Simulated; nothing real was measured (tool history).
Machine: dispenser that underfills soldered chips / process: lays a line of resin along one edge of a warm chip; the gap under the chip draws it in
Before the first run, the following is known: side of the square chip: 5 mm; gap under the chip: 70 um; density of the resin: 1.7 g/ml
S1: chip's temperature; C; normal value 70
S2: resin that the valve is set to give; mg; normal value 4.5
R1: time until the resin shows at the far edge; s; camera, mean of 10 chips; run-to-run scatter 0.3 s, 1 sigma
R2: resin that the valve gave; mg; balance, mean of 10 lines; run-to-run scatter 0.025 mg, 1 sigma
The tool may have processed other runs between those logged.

{"run": 1, "hour": 0.0, "S1": 70, "S2": 4.5, "R1": 10.8, "R2": 4.37}
{"run": 2, "hour": 9.0, "S1": 70, "S2": 4.82, "R1": 7.7, "R2": 4.67}
{"run": 3, "hour": 21.8, "S1": 70, "S2": 4.82, "R1": 6.6, "R2": 4.66}
{"run": 4, "hour": 29.7, "S1": 70, "S2": 4.82, "R1": 10.2, "R2": 4.63}
{"run": 5, "hour": 36.1, "S1": 70, "S2": 4.82, "R1": 6.3, "R2": 4.62}
{"run": 6, "hour": 48.9, "S1": 70, "S2": 4.82, "R1": 5.2, "R2": 4.57}
{"run": 7, "hour": 59.8, "S1": 70, "S2": 4.5, "R1": 9.6, "R2": 4.26}
{"run": 8, "hour": 67.3, "S1": 70, "S2": 4.5, "R1": 5.7, "R2": 4.23}
{"run": 9, "hour": 76.9, "S1": 70, "S2": 4.5, "R1": 9.9, "R2": 4.52}
{"run": 10, "hour": 88.1, "S1": 70, "S2": 4.5, "R1": 8.1, "R2": 4.49}
{"run": 11, "hour": 94.7, "S1": 70, "S2": 4.5, "R1": 11.2, "R2": 4.46}
{"run": 12, "hour": 102.6, "S1": 70, "S2": 4.5, "R1": 6.9, "R2": 4.44}
{"run": 13, "hour": 113.1, "S1": 70, "S2": 4.5, "R1": 5.3, "R2": 4.41}
{"run": 14, "hour": 121.9, "S1": 70, "S2": 4.5, "R1": 9.2, "R2": 4.41}
{"run": 15, "hour": 127.5, "S1": 70, "S2": 4.5, "R1": 5.5, "R2": 4.42}
{"run": 16, "hour": 136.4, "S1": 70, "S2": 4.5, "R1": 8.4, "R2": 4.37}
{"run": 17, "hour": 147.0, "S1": 70, "S2": 4.5, "R1": 6.5, "R2": 4.37}
{"run": 18, "hour": 152.9, "S1": 70, "S2": 4.5, "R1": 8.5, "R2": 4.32}
{"run": 19, "hour": 162.9, "S1": 60, "S2": 4.62, "R1": 8.8, "R2": 4.47}
{"run": 20, "hour": 168.6, "S1": 68, "S2": 4.84, "R1": 9.6, "R2": 4.68}
{"run": 21, "hour": 179.0, "S1": 70, "S2": 4.78, "R1": 6.8, "R2": 4.58}
{"run": 22, "hour": 188.0, "S1": 70, "S2": 4.78, "R1": 11.1, "R2": 4.56}
{"run": 23, "hour": 196.7, "S1": 70, "S2": 4.78, "R1": 7.6, "R2": 4.54}
{"run": 24, "hour": 208.5, "S1": 81, "S2": 4.5, "R1": 4.1, "R2": 4.28}
{"run": 25, "hour": 220.9, "S1": 64, "S2": 4.88, "R1": 5.3, "R2": 4.57}
{"run": 26, "hour": 230.5, "S1": 76, "S2": 4.5, "R1": 6.5, "R2": 4.49}
{"run": 27, "hour": 239.9, "S1": 83, "S2": 4.5, "R1": 3.7, "R2": 4.48}
{"run": 28, "hour": 249.5, "S1": 82, "S2": 5.75, "R1": 7.2, "R2": 5.63}
{"run": 29, "hour": 257.1, "S1": 63, "S2": 4.51, "R1": 7.9, "R2": 4.4}
{"run": 30, "hour": 268.4, "S1": 56, "S2": 3.93, "R1": 8.4, "R2": 3.85}
{"run": 31, "hour": 279.4, "S1": 70, "S2": 5.49, "R1": 9.1, "R2": 5.36}
{"run": 32, "hour": 288.5, "S1": 56, "S2": 5.08, "R1": 10.1, "R2": 4.91}
{"run": 33, "hour": 299.4, "S1": 56, "S2": 5.08, "R1": 7.9, "R2": 4.86}
{"run": 34, "hour": 305.8, "S1": 83, "S2": 5.58, "R1": 5.2, "R2": 5.36}
{"run": 35, "hour": 316.5, "S1": 66, "S2": 4.5, "R1": 5.9, "R2": 4.35}

The log once held 23 entries between its listed runs, left out of this copy. Where does each go, and what is different about the tool's unlogged condition between the listed run before it and the listed run after it?
Runs 1 to 2: new syringe of resin (hour 1.9)
  resin's viscosity, % of fresh resin's: 209.9 -> 148.6; dose that the valve gives, % of what is set: 97.21 -> 96.79; true chip temperature over the reading, C: 2.36 -> 2.41
  the result without the hidden state subtracted from the measured one, R1: +5.3 -> +2.1 s; R2: -0.12 -> -0.15 mg
Runs 2 to 3: new syringe of resin (hour 17.3)
  resin's viscosity, % of fresh resin's: 148.6 -> 130.5; dose that the valve gives, % of what is set: 96.79 -> 96.22; true chip temperature over the reading, C: 2.41 -> 2.47
  the result without the hidden state subtracted from the measured one, R1: +2.1 -> +1.1 s; R2: -0.15 -> -0.18 mg
Runs 4 to 5: new syringe of resin (hour 32.8)
  resin's viscosity, % of fresh resin's: 202.7 -> 119.8; dose that the valve gives, % of what is set: 95.89 -> 95.61; true chip temperature over the reading, C: 2.51 -> 2.53
  the result without the hidden state subtracted from the measured one, R1: +4.7 -> +0.7 s; R2: -0.2 -> -0.21 mg
Runs 5 to 6: new syringe of resin (hour 48.4)
  resin's viscosity, % of fresh resin's: 119.8 -> 103; dose that the valve gives, % of what is set: 95.61 -> 95.02; true chip temperature over the reading, C: 2.53 -> 2.6
  the result without the hidden state subtracted from the measured one, R1: +0.7 -> -0.2 s; R2: -0.21 -> -0.23 mg
Runs 7 to 8: new syringe of resin (hour 64.4)
  resin's viscosity, % of fresh resin's: 189.1 -> 117.2; dose that the valve gives, % of what is set: 94.53 -> 94.2; true chip temperature over the reading, C: 2.66 -> 2.7
  the result without the hidden state subtracted from the measured one, R1: +4.1 -> +0.5 s; R2: -0.24 -> -0.26 mg
Runs 8 to 9: dispensing valve cleaned and set on the balance (hour 74.7)
  resin's viscosity, % of fresh resin's: 117.2 -> 189.8; dose that the valve gives, % of what is set: 94.2 -> 100; true chip temperature over the reading, C: 2.7 -> 2.75
  the result without the hidden state subtracted from the measured one, R1: +0.5 -> +4.1 s; R2: -0.26 -> +0 mg
Runs 9 to 10: new syringe of resin (hour 80.9)
  resin's viscosity, % of fresh resin's: 189.8 -> 149.6; dose that the valve gives, % of what is set: 100 -> 99.49; true chip temperature over the reading, C: 2.75 -> 2.8
  the result without the hidden state subtracted from the measured one, R1: +4.1 -> +2 s; R2: +0 -> -0.02 mg
Runs 11 to 12: new syringe of resin (hour 96.3)
  resin's viscosity, % of fresh resin's: 216 -> 140.5; dose that the valve gives, % of what is set: 99.2 -> 98.82; true chip temperature over the reading, C: 2.84 -> 2.88
  the result without the hidden state subtracted from the measured one, R1: +5.3 -> +1.5 s; R2: -0.04 -> -0.05 mg
Runs 12 to 13: new syringe of resin (hour 111.8)
  resin's viscosity, % of fresh resin's: 140.5 -> 107.4; dose that the valve gives, % of what is set: 98.82 -> 98.37; true chip temperature over the reading, C: 2.88 -> 2.93
  the result without the hidden state subtracted from the measured one, R1: +1.5 -> -0.1 s; R2: -0.05 -> -0.07 mg
Runs 14 to 15: new syringe of resin (hour 127.3)
  resin's viscosity, % of fresh resin's: 175.5 -> 99.7; dose that the valve gives, % of what is set: 97.93 -> 97.74; true chip temperature over the reading, C: 2.97 -> 3
  the result without the hidden state subtracted from the measured one, R1: +3.3 -> -0.5 s; R2: -0.09 -> -0.1 mg
Runs 16 to 17: new syringe of resin (hour 142.5)
  resin's viscosity, % of fresh resin's: 163 -> 126.7; dose that the valve gives, % of what is set: 97.29 -> 96.83; true chip temperature over the reading, C: 3.04 -> 3.09
  the result without the hidden state subtracted from the measured one, R1: +2.7 -> +0.9 s; R2: -0.12 -> -0.14 mg
Runs 18 to 19: new syringe of resin (hour 158)
  resin's viscosity, % of fresh resin's: 176.1 -> 131; dose that the valve gives, % of what is set: 96.57 -> 96.15; true chip temperature over the reading, C: 3.12 -> 3.17
  the result without the hidden state subtracted from the measured one, R1: +3.3 -> +1.4 s; R2: -0.16 -> -0.18 mg
Runs 20 to 21: new syringe of resin (hour 173.5)
  resin's viscosity, % of fresh resin's: 180 -> 136.4; dose that the valve gives, % of what is set: 95.93 -> 95.47; true chip temperature over the reading, C: 3.2 -> 3.26
  the result without the hidden state subtracted from the measured one, R1: +3.7 -> +1.3 s; R2: -0.2 -> -0.22 mg
Runs 22 to 23: new syringe of resin (hour 189.4)
  resin's viscosity, % of fresh resin's: 225.1 -> 149.8; dose that the valve gives, % of what is set: 95.08 -> 94.67; true chip temperature over the reading, C: 3.31 -> 3.35
  the result without the hidden state subtracted from the measured one, R1: +5.6 -> +2 s; R2: -0.23 -> -0.25 mg
Runs 23 to 24: new syringe of resin (hour 205)
  resin's viscosity, % of fresh resin's: 149.8 -> 122; dose that the valve gives, % of what is set: 94.67 -> 94.12; true chip temperature over the reading, C: 3.35 -> 3.4
  the result without the hidden state subtracted from the measured one, R1: +2 -> +0.4 s; R2: -0.25 -> -0.27 mg
Runs 24 to 25: new syringe of resin (hour 220.6)
  resin's viscosity, % of fresh resin's: 122 -> 103.3; dose that the valve gives, % of what is set: 94.12 -> 93.53; true chip temperature over the reading, C: 3.4 -> 3.47
  the result without the hidden state subtracted from the measured one, R1: +0.4 -> -0.4 s; R2: -0.27 -> -0.31 mg
Runs 25 to 26: dispensing valve cleaned and set on the balance (hour 222.5)
  resin's viscosity, % of fresh resin's: 103.3 -> 167; dose that the valve gives, % of what is set: 93.53 -> 99.47; true chip temperature over the reading, C: 3.47 -> 3.51
  the result without the hidden state subtracted from the measured one, R1: -0.4 -> +2.3 s; R2: -0.31 -> -0.03 mg
Runs 26 to 27: new syringe of resin (hour 236.8)
  resin's viscosity, % of fresh resin's: 167 -> 116.8; dose that the valve gives, % of what is set: 99.47 -> 99.06; true chip temperature over the reading, C: 3.51 -> 3.56
  the result without the hidden state subtracted from the measured one, R1: +2.3 -> +0.3 s; R2: -0.03 -> -0.04 mg
Runs 28 to 29: new syringe of resin (hour 252.6)
  resin's viscosity, % of fresh resin's: 199.6 -> 127.8; dose that the valve gives, % of what is set: 98.57 -> 98.22; true chip temperature over the reading, C: 3.61 -> 3.64
  the result without the hidden state subtracted from the measured one, R1: +3 -> +1 s; R2: -0.09 -> -0.08 mg
Runs 29 to 30: new syringe of resin (hour 267.9)
  resin's viscosity, % of fresh resin's: 127.8 -> 103.9; dose that the valve gives, % of what is set: 98.22 -> 97.65; true chip temperature over the reading, C: 3.64 -> 3.7
  the result without the hidden state subtracted from the measured one, R1: +1 -> -0.6 s; R2: -0.08 -> -0.1 mg
Runs 31 to 32: new syringe of resin (hour 283.1)
  resin's viscosity, % of fresh resin's: 192.3 -> 137.2; dose that the valve gives, % of what is set: 97.12 -> 96.72; true chip temperature over the reading, C: 3.75 -> 3.8
  the result without the hidden state subtracted from the measured one, R1: +3.8 -> +1.8 s; R2: -0.16 -> -0.16 mg
Runs 32 to 33: new syringe of resin (hour 298.8)
  resin's viscosity, % of fresh resin's: 137.2 -> 105.5; dose that the valve gives, % of what is set: 96.72 -> 96.21; true chip temperature over the reading, C: 3.8 -> 3.86
  the result without the hidden state subtracted from the measured one, R1: +1.8 -> -0.6 s; R2: -0.16 -> -0.19 mg
Runs 34 to 35: new syringe of resin (hour 314.4)
  resin's viscosity, % of fresh resin's: 150.7 -> 112.3; dose that the valve gives, % of what is set: 95.9 -> 95.41; true chip temperature over the reading, C: 3.89 -> 3.94
  the result without the hidden state subtracted from the measured one, R1: +1.4 -> +0 s; R2: -0.23 -> -0.2 mg

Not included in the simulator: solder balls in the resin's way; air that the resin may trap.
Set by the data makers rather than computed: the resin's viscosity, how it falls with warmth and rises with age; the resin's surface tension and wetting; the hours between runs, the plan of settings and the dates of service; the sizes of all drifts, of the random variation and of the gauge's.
